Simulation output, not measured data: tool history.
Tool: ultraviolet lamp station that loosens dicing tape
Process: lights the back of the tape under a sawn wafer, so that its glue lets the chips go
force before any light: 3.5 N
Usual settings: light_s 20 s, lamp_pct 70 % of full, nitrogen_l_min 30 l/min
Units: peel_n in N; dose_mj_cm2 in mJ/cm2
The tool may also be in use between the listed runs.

run 1 hour=0 | light_s=20 lamp_pct=70 nitrogen_l_min=30 | peel_n=0.462 dose_mj_cm2=207
run 2 hour=52.1 | light_s=15 lamp_pct=70 nitrogen_l_min=30 | peel_n=0.76 dose_mj_cm2=154
run 3 hour=111.8 | light_s=15 lamp_pct=70 nitrogen_l_min=30 | peel_n=0.708 dose_mj_cm2=155
run 4 hour=158.1 | light_s=15 lamp_pct=70 nitrogen_l_min=30 | peel_n=0.743 dose_mj_cm2=152
run 5 hour=216.4 | light_s=15 lamp_pct=70 nitrogen_l_min=30 | peel_n=0.701 dose_mj_cm2=155
run 6 hour=272.5 | light_s=20 lamp_pct=70 nitrogen_l_min=46 | peel_n=0.344 dose_mj_cm2=207
run 7 hour=318.3 | light_s=20 lamp_pct=70 nitrogen_l_min=46 | peel_n=0.346 dose_mj_cm2=207
run 8 hour=398.2 | light_s=20 lamp_pct=70 nitrogen_l_min=46 | peel_n=0.353 dose_mj_cm2=208
run 9 hour=466.8 | light_s=30 lamp_pct=70 nitrogen_l_min=30 | peel_n=0.223 dose_mj_cm2=307
run 10 hour=535.4 | light_s=30 lamp_pct=70 nitrogen_l_min=30 | peel_n=0.228 dose_mj_cm2=307
run 11 hour=603.3 | light_s=30 lamp_pct=70 nitrogen_l_min=30 | peel_n=0.241 dose_mj_cm2=308
run 12 hour=649.3 | light_s=30 lamp_pct=70 nitrogen_l_min=30 | peel_n=0.233 dose_mj_cm2=309
run 13 hour=700.2 | light_s=16 lamp_pct=70 nitrogen_l_min=30 | peel_n=0.652 dose_mj_cm2=168
run 14 hour=746.1 | light_s=19 lamp_pct=72 nitrogen_l_min=52 | peel_n=0.349 dose_mj_cm2=205
run 15 hour=778.9 | light_s=16 lamp_pct=79 nitrogen_l_min=33 | peel_n=0.526 dose_mj_cm2=187
run 16 hour=846.5 | light_s=16 lamp_pct=79 nitrogen_l_min=33 | peel_n=0.525 dose_mj_cm2=187
run 17 hour=901.2 | light_s=16 lamp_pct=79 nitrogen_l_min=33 | peel_n=0.523 dose_mj_cm2=184
run 18 hour=935.8 | light_s=11 lamp_pct=87 nitrogen_l_min=30 | peel_n=0.819 dose_mj_cm2=138
run 19 hour=1014.4 | light_s=32 lamp_pct=87 nitrogen_l_min=39 | peel_n=0.151 dose_mj_cm2=412
run 20 hour=1054.8 | light_s=20 lamp_pct=66 nitrogen_l_min=19 | peel_n=0.701 dose_mj_cm2=196
run 21 hour=1116.2 | light_s=16 lamp_pct=68 nitrogen_l_min=53 | peel_n=0.482 dose_mj_cm2=160
run 22 hour=1178.8 | light_s=16 lamp_pct=61 nitrogen_l_min=35 | peel_n=0.739 dose_mj_cm2=143
run 23 hour=1220.8 | light_s=16 lamp_pct=61 nitrogen_l_min=35 | peel_n=0.748 dose_mj_cm2=144

Taken out of this log: 2 entries between the listed runs. Where each belongs, and how the hidden state differs across it:
Between runs 20 and 21: window cleaned of glue's vapour (hour 1094.2); lamp changed (hour 1110.3)
  lamp's light, % of a new lamp's: 99.9 -> 100; light that the window lets through, % of a clean one's: 99.9 -> 100

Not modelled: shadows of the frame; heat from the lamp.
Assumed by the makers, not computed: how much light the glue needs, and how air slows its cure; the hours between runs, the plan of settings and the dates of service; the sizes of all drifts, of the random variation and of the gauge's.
